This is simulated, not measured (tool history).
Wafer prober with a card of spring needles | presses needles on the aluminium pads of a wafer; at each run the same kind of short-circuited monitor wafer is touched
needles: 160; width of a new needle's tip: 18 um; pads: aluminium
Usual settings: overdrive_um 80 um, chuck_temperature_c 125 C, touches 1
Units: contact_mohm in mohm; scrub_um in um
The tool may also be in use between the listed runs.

Run 1, hour 0.0: usual settings. Result: contact_mohm 241 mohm, scrub_um 14.20 um.
At hour 4.6: tips cleaned on abrasive film.
At hour 17.1: tips cleaned on abrasive film.
At hour 29.5: tips cleaned on abrasive film.
Run 2, hour 32.8: usual settings. Result: contact_mohm 243 mohm, scrub_um 14.24 um.
At hour 42.4: tips cleaned on abrasive film.
At hour 56.1: tips cleaned on abrasive film.
Run 3, hour 57.1: usual settings but chuck_temperature_c 86 C. Result: contact_mohm 232 mohm, scrub_um 14.19 um.
At hour 69.4: tips cleaned on abrasive film.
Run 4, hour 78.0: usual settings but chuck_temperature_c 86 C. Result: contact_mohm 236 mohm, scrub_um 14.20 um.
At hour 81.0: tips cleaned on abrasive film.
At hour 94.0: tips cleaned on abrasive film.
At hour 106.1: tips cleaned on abrasive film.
At hour 109.2: height of the first contact set anew.
Run 5, hour 111.0: usual settings but chuck_temperature_c 86 C. Result: contact_mohm 235 mohm, scrub_um 14.20 um.
At hour 119.4: tips cleaned on abrasive film.
At hour 131.5: tips cleaned on abrasive film.
Run 6, hour 131.8: usual settings. Result: contact_mohm 247 mohm, scrub_um 14.21 um.
At hour 143.8: tips cleaned on abrasive film.
At hour 157.4: tips cleaned on abrasive film.
Run 7, hour 165.1: usual settings. Result: contact_mohm 245 mohm, scrub_um 14.23 um.
At hour 171.7: tips cleaned on abrasive film.
At hour 183.8: tips cleaned on abrasive film.
At hour 197.0: tips cleaned on abrasive film.
Run 8, hour 197.7: usual settings but chuck_temperature_c 69 C. Result: contact_mohm 230 mohm, scrub_um 14.24 um.
At hour 210.0: tips cleaned on abrasive film.
At hour 222.2: tips cleaned on abrasive film.
Run 9, hour 232.4: usual settings but chuck_temperature_c 69 C. Result: contact_mohm 226 mohm, scrub_um 14.24 um.
At hour 234.4: tips cleaned on abrasive film.
At hour 248.1: tips cleaned on abrasive film.
At hour 261.9: tips cleaned on abrasive film.
Run 10, hour 264.6: usual settings but chuck_temperature_c 69 C. Result: contact_mohm 230 mohm, scrub_um 14.17 um.
At hour 274.0: tips cleaned on abrasive film.
At hour 286.1: tips cleaned on abrasive film.
Run 11, hour 286.1: usual settings but overdrive_um 62 um. Result: contact_mohm 255 mohm, scrub_um 11.09 um.
At hour 297.9: tips cleaned on abrasive film.
At hour 310.5: tips cleaned on abrasive film.
Run 12, hour 316.3: usual settings but overdrive_um 62 um. Result: contact_mohm 254 mohm, scrub_um 11.01 um.
At hour 322.3: tips cleaned on abrasive film.
At hour 336.0: tips cleaned on abrasive film.
Run 13, hour 342.2: usual settings but overdrive_um 62 um. Result: contact_mohm 255 mohm, scrub_um 10.94 um.
At hour 349.3: tips cleaned on abrasive film.
Run 14, hour 359.1: usual settings but overdrive_um 62 um. Result: contact_mohm 251 mohm, scrub_um 11.01 um.
At hour 362.1: tips cleaned on abrasive film.
At hour 375.2: tips cleaned on abrasive film.
Run 15, hour 379.9: usual settings but chuck_temperature_c 39 C, touches 3. Result: contact_mohm 221 mohm, scrub_um 14.22 um.
At hour 387.0: height of the first contact set anew.
At hour 388.7: tips cleaned on abrasive film.
At hour 401.2: tips cleaned on abrasive film.
Run 16, hour 401.2: usual settings but chuck_temperature_c 39 C, touches 3. Result: contact_mohm 220 mohm, scrub_um 14.15 um.
At hour 413.8: tips cleaned on abrasive film.
At hour 426.7: tips cleaned on abrasive film.
Run 17, hour 429.8: usual settings but chuck_temperature_c 39 C, touches 3. Result: contact_mohm 222 mohm, scrub_um 14.23 um.
At hour 439.2: tips cleaned on abrasive film.
Run 18, hour 446.2: usual settings but touches 2. Result: contact_mohm 244 mohm, scrub_um 14.27 um.
At hour 451.1: tips cleaned on abrasive film.
At hour 463.3: tips cleaned on abrasive film.
At hour 477.2: tips cleaned on abrasive film.
Run 19, hour 481.8: usual settings but touches 2. Result: contact_mohm 243 mohm, scrub_um 14.27 um.
At hour 489.4: tips cleaned on abrasive film.
Run 20, hour 499.6: usual settings but touches 3. Result: contact_mohm 244 mohm, scrub_um 14.19 um.

Run 21 comes next. What will it give?
At hour 502.6: tips cleaned on abrasive film.
At hour 515.3: tips cleaned on abrasive film.
At hour 527.8: tips cleaned on abrasive film.
Run 21, hour 532.4: usual settings but overdrive_um 66 um, touches 2. Result: contact_mohm ?, scrub_um ?.

Run 21 gave contact_mohm 250 mohm, scrub_um 11.72 um.
Without the tool's hidden state the same run would have given contact_mohm 249 mohm, scrub_um 11.72 um.
